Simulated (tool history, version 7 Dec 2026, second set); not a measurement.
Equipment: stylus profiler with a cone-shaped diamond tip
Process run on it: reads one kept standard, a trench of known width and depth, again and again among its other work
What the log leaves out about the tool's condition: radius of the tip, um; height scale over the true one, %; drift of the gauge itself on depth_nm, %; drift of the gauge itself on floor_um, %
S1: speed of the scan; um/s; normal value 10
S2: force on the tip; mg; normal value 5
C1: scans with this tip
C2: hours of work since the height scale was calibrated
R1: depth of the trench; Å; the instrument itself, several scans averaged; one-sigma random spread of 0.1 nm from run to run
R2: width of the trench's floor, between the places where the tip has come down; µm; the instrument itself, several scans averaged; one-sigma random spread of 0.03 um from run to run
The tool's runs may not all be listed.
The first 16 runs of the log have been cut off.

{"run": 17, "hour": 552.1, "S1": 10, "S2": 5, "C1": 13498, "C2": 135, "R1": 1008, "R2": 27.86}
{"hour": 558.0, "done": "height scale calibrated on a step standard, once more"}
{"run": 18, "hour": 576.2, "S1": 10, "S2": 5, "C1": 13646, "C2": 14, "R1": 1017, "R2": 27.86}
{"run": 19, "hour": 605.6, "S1": 10, "S2": 5, "C1": 13830, "C2": 37, "R1": 1017.7, "R2": 27.86}
{"run": 20, "hour": 633.2, "S1": 19, "S2": 3.8, "C1": 14003, "C2": 59, "R1": 1014.2, "R2": 27.84}
{"run": 21, "hour": 651.9, "S1": 19, "S2": 3.8, "C1": 14120, "C2": 74, "R1": 1015.2, "R2": 27.83}
{"run": 22, "hour": 679.1, "S1": 10, "S2": 8.79, "C1": 14290, "C2": 95, "R1": 1028.9, "R2": 27.87}
{"run": 23, "hour": 713.5, "S1": 5, "S2": 3.53, "C1": 14506, "C2": 122, "R1": 1014.4, "R2": 27.81}
{"run": 24, "hour": 757.0, "S1": 19, "S2": 9.98, "C1": 14778, "C2": 156, "R1": 1028.1, "R2": 27.75}
{"run": 25, "hour": 794.4, "S1": 31, "S2": 2.92, "C1": 15013, "C2": 186, "R1": 1011.9, "R2": 27.66}
{"run": 26, "hour": 820.1, "S1": 9, "S2": 6.33, "C1": 15174, "C2": 206, "R1": 1021.9, "R2": 27.76}
{"hour": 826.4, "done": "new tip fitted, height scale calibrated"}
{"run": 27, "hour": 854.3, "S1": 9, "S2": 6.33, "C1": 174, "C2": 22, "R1": 1021.4, "R2": 28.68}
{"run": 28, "hour": 884.4, "S1": 16, "S2": 3.3, "C1": 363, "C2": 46, "R1": 1013.5, "R2": 28.59}
{"run": 29, "hour": 910.9, "S1": 16, "S2": 3.3, "C1": 529, "C2": 66, "R1": 1013.9, "R2": 28.56}
{"run": 30, "hour": 937.0, "S1": 3, "S2": 1.94, "C1": 692, "C2": 87, "R1": 1007.7, "R2": 28.68}
{"run": 31, "hour": 971.0, "S1": 3, "S2": 1.94, "C1": 905, "C2": 113, "R1": 1008.5, "R2": 28.64}
{"run": 32, "hour": 1002.6, "S1": 6, "S2": 4.31, "C1": 1103, "C2": 138, "R1": 1016, "R2": 28.57}
{"run": 33, "hour": 1022.8, "S1": 33, "S2": 4.31, "C1": 1230, "C2": 154, "R1": 1016.2, "R2": 28.47}
{"run": 34, "hour": 1059.7, "S1": 16, "S2": 1.9, "C1": 1461, "C2": 183, "R1": 1010.4, "R2": 28.52}

What if the next run were any one of these 4? Each begins from the tool's condition after run 34:
{"run": "A", "hour": 1079.2, "S1": 3, "S2": 12.11, "C1": 1584, "C2": 198, "R1": "?", "R2": "?"}
{"run": "B", "hour": 1079.2, "S1": 3, "S2": 2.9, "C1": 1584, "C2": 198, "R1": "?", "R2": "?"}
{"run": "C", "hour": 1079.2, "S1": 37, "S2": 2.23, "C1": 1584, "C2": 198, "R1": "?", "R2": "?"}
{"run": "D", "hour": 1079.2, "S1": 30, "S2": 2.23, "C1": 1584, "C2": 198, "R1": "?", "R2": "?"}

run=A R1=1033.2 R2=28.58
run=B R1=1012.6 R2=28.58
run=C R1=1009.2 R2=28.38
run=D R1=1008.9 R2=28.47
Stripped of hidden state, with their random variation kept, the same runs would have yielded:
run=A R1=1034.6 R2=28.72
run=B R1=1013.9 R2=28.72
run=C R1=1010.5 R2=28.52
run=D R1=1010.2 R2=28.61
